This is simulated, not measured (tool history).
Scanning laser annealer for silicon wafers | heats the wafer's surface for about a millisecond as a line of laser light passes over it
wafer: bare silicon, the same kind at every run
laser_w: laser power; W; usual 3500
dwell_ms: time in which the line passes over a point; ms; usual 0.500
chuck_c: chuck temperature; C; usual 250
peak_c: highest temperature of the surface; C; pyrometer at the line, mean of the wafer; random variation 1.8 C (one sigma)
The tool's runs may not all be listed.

run   hour  laser_w  dwell_ms  chuck_c  peak_c
  1    0.0     3500     0.500      250    1028
  2   27.6     3500     0.500      250    1029
  3   56.7     3500     0.500      250    1028
      67.0  -- window over the wafer cleaned
  4   78.5     3500     0.500      250    1039
  5   93.4     3500     0.500      250    1038
  6  113.0     3500     0.500      250    1042
  7  130.2     3500     0.500      221    1010
  8  155.1     3151     0.381      246     842
  9  171.7     3569     0.388      253     945
 10  194.5     3569     0.388      253     948
 11  212.4     3569     0.388      253     948
 12  232.6     3569     0.388      253     948
 13  254.2     3194     0.500      233     945
 14  268.4     3268     0.500      285    1011

Forecast each of these 5 alternatives for the next run:
  A  297.8     3396     0.474      263       ?
  B  297.8     3509     0.546      262       ?
  C  297.8     3500     0.500      211       ?
  D  297.8     3268     0.500      223       ?
  E  297.8     3360     0.430      285       ?

run  peak_c
  A     998
  B    1093
  C     998
  D     949
  E     972
Without the tool's hidden state the same runs would have given:
run  peak_c
  A    1005
  B    1101
  C    1006
  D     955
  E     978

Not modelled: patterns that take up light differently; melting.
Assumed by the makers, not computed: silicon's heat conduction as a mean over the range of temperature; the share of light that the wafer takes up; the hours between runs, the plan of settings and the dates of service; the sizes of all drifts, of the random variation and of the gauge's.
